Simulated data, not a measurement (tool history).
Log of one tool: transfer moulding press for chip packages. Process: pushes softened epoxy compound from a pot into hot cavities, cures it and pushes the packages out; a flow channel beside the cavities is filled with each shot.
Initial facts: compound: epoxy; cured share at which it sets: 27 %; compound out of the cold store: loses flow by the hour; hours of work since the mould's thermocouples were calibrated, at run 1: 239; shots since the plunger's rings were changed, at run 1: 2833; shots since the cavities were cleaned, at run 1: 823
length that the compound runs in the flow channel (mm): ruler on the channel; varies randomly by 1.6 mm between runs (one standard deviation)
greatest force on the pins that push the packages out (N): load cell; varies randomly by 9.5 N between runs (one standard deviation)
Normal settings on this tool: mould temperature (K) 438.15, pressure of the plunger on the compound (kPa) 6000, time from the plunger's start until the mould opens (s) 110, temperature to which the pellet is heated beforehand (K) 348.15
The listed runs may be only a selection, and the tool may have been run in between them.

| run | hour | mould temperature (K) | pressure of the plunger on the compound (kPa) | time from the plunger's start until the mould opens (s) | temperature to which the pellet is heated beforehand (K) | hours of work since the mould's thermocouples were calibrated | shots since the plunger's rings were changed | shots since the cavities were cleaned | incoming compound's hours out of the cold store | length that the compound runs in the flow channel (mm) | greatest force on the pins that push the packages out (N) |
|---|---|---|---|---|---|---|---|---|---|---|---|
| 1 | 0.0 | 438.15 | 6000 | 110 | 348.15 | 239 | 2833 | 823 | 24.8 | 629 | 804 |
|  | 9.6 | plunger's sealing rings changed |
| 2 | 13.9 | 438.15 | 6000 | 110 | 348.15 | 248 | 52 | 961 | 11.7 | 689 | 826 |
|  | 17.5 | cavities cleaned with cleaning compound and waxed |
| 3 | 31.5 | 438.15 | 6000 | 110 | 348.15 | 260 | 248 | 170 | 13.4 | 686 | 545 |
| 4 | 45.6 | 438.15 | 6000 | 110 | 348.15 | 270 | 420 | 342 | 9.7 | 691 | 646 |
| 5 | 53.9 | 438.15 | 6000 | 110 | 356.15 | 276 | 520 | 442 | 43.3 | 602 | 658 |
| 6 | 67.4 | 438.15 | 6000 | 110 | 348.15 | 287 | 684 | 606 | 35.4 | 622 | 718 |
| 7 | 77.0 | 438.15 | 6790 | 110 | 348.15 | 294 | 800 | 722 | 37.0 | 651 | 769 |
| 8 | 85.7 | 438.15 | 6000 | 101 | 348.15 | 300 | 906 | 828 | 38.2 | 612 | 907 |
| 9 | 96.7 | 438.15 | 6000 | 101 | 340.15 | 308 | 1040 | 962 | 33.6 | 624 | 968 |
|  | 100.5 | cavities cleaned with cleaning compound and waxed |
| 10 | 109.0 | 438.15 | 6000 | 101 | 340.15 | 316 | 1171 | 104 | 31.2 | 624 | 585 |
| 11 | 120.4 | 438.15 | 6000 | 101 | 340.15 | 325 | 1309 | 242 | 32.8 | 623 | 669 |
| 12 | 135.2 | 438.15 | 6000 | 101 | 340.15 | 336 | 1490 | 423 | 14.1 | 666 | 823 |
| 13 | 144.0 | 438.15 | 6000 | 110 | 349.15 | 343 | 1595 | 528 | 37.0 | 607 | 699 |
| 14 | 158.3 | 438.15 | 4610 | 110 | 349.15 | 353 | 1770 | 703 | 41.5 | 523 | 769 |
| 15 | 166.1 | 438.15 | 4610 | 110 | 349.15 | 359 | 1865 | 798 | 45.1 | 514 | 792 |
| 16 | 174.0 | 442.15 | 6000 | 113 | 348.15 | 365 | 1961 | 894 | 20.6 | 639 | 708 |
| 17 | 181.1 | 442.15 | 6000 | 113 | 348.15 | 370 | 2047 | 980 | 37.8 | 595 | 723 |
|  | 183.7 | cavities cleaned with cleaning compound and waxed |
| 18 | 198.1 | 438.15 | 5030 | 130 | 355.15 | 382 | 2235 | 175 | 34.5 | 558 | 476 |
| 19 | 209.0 | 438.15 | 6000 | 117 | 348.15 | 390 | 2366 | 306 | 34.9 | 606 | 585 |
| 20 | 220.6 | 445.15 | 6000 | 117 | 348.15 | 399 | 2508 | 448 | 25.7 | 616 | 560 |
| 21 | 228.6 | 445.15 | 6000 | 117 | 348.15 | 405 | 2605 | 545 | 36.7 | 587 | 580 |
| 22 | 241.2 | 434.15 | 5140 | 128 | 341.15 | 414 | 2757 | 697 | 21.9 | 597 | 801 |
| 23 | 252.0 | 432.15 | 5520 | 110 | 348.15 | 422 | 2888 | 828 | 41.7 | 575 | 1213 |
|  | 256.8 | plunger's sealing rings changed |
|  | 269.2 | cavities cleaned with cleaning compound and waxed |
| 24 | 270.7 | 440.15 | 5520 | 110 | 342.15 | 433 | 151 | 19 | 29.8 | 610 | 432 |
| 25 | 283.0 | 438.15 | 7210 | 110 | 342.15 | 442 | 300 | 168 | 16.6 | 739 | 583 |

Forecast each of these 3 alternatives for the next run:
| A | 299.1 | 438.15 | 5420 | 110 | 342.15 | 454 | 495 | 363 | 47.7 | ? | ? |
| B | 299.1 | 438.15 | 4720 | 110 | 348.15 | 454 | 495 | 363 | 32.0 | ? | ? |
| C | 299.1 | 438.15 | 7210 | 130 | 342.15 | 454 | 495 | 363 | 33.3 | ? | ? |

| run | length that the compound runs in the flow channel (mm) | greatest force on the pins that push the packages out (N) |
|---|---|---|
| A | 565 | 633 |
| B | 559 | 637 |
| C | 687 | 565 |
Without the tool's hidden state the same runs would have given:
| run | length that the compound runs in the flow channel (mm) | greatest force on the pins that push the packages out (N) |
|---|---|---|
| A | 569 | 415 |
| B | 563 | 417 |
| C | 692 | 378 |
